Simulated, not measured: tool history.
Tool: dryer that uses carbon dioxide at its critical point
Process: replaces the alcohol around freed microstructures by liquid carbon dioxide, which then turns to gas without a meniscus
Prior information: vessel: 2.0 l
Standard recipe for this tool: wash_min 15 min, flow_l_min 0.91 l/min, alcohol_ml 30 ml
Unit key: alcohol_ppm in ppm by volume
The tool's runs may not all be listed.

run 1 day=0 | wash_min=15 flow_l_min=0.91 alcohol_ml=30 | alcohol_ppm=192
run 2 day=0.371 | wash_min=15 flow_l_min=0.91 alcohol_ml=30 | alcohol_ppm=187
run 3 day=0.546 | wash_min=15 flow_l_min=0.91 alcohol_ml=30 | alcohol_ppm=195
run 4 day=0.804 | wash_min=15 flow_l_min=0.91 alcohol_ml=30 | alcohol_ppm=182
run 5 day=1.225 | wash_min=15 flow_l_min=0.91 alcohol_ml=30 | alcohol_ppm=185
-- day=1.367 inlet filter changed
run 6 day=1.583 | wash_min=15 flow_l_min=0.91 alcohol_ml=30 | alcohol_ppm=141
run 7 day=1.933 | wash_min=15 flow_l_min=0.91 alcohol_ml=30 | alcohol_ppm=145
run 8 day=2.258 | wash_min=15 flow_l_min=0.91 alcohol_ml=30 | alcohol_ppm=143
run 9 day=2.638 | wash_min=15 flow_l_min=0.91 alcohol_ml=30 | alcohol_ppm=142
run 10 day=2.983 | wash_min=22 flow_l_min=0.91 alcohol_ml=30 | alcohol_ppm=35
run 11 day=3.412 | wash_min=9 flow_l_min=0.561 alcohol_ml=98 | alcohol_ppm=8711
run 12 day=3.712 | wash_min=9 flow_l_min=0.561 alcohol_ml=98 | alcohol_ppm=9040
run 13 day=4.046 | wash_min=14 flow_l_min=0.555 alcohol_ml=43 | alcohol_ppm=1654
run 14 day=4.308 | wash_min=10 flow_l_min=0.91 alcohol_ml=70 | alcohol_ppm=1490
run 15 day=4.575 | wash_min=19 flow_l_min=1.111 alcohol_ml=30 | alcohol_ppm=20
run 16 day=4.817 | wash_min=19 flow_l_min=1.417 alcohol_ml=66 | alcohol_ppm=11
run 17 day=5.046 | wash_min=20 flow_l_min=1.204 alcohol_ml=49 | alcohol_ppm=12
run 18 day=5.433 | wash_min=20 flow_l_min=1.204 alcohol_ml=49 | alcohol_ppm=16
run 19 day=5.646 | wash_min=18 flow_l_min=1.433 alcohol_ml=56 | alcohol_ppm=15
run 20 day=5.879 | wash_min=21 flow_l_min=1.352 alcohol_ml=35 | alcohol_ppm=18

5 ways to go on from here, each from the tool as it stands after run 20. What would each give?
run A day=6.088 | wash_min=15 flow_l_min=0.91 alcohol_ml=112 | alcohol_ppm=?
run B day=6.088 | wash_min=15 flow_l_min=0.91 alcohol_ml=89 | alcohol_ppm=?
run C day=6.088 | wash_min=13 flow_l_min=0.939 alcohol_ml=30 | alcohol_ppm=?
run D day=6.088 | wash_min=21 flow_l_min=1.371 alcohol_ml=82 | alcohol_ppm=?
run E day=6.088 | wash_min=9 flow_l_min=0.797 alcohol_ml=27 | alcohol_ppm=?

run=A alcohol_ppm=514
run=B alcohol_ppm=399
run=C alcohol_ppm=234
run=D alcohol_ppm=9
run=E alcohol_ppm=1186
Without the tool's hidden state the same runs would have given:
run=A alcohol_ppm=472
run=B alcohol_ppm=365
run=C alcohol_ppm=213
run=D alcohol_ppm=2
run=E alcohol_ppm=1135
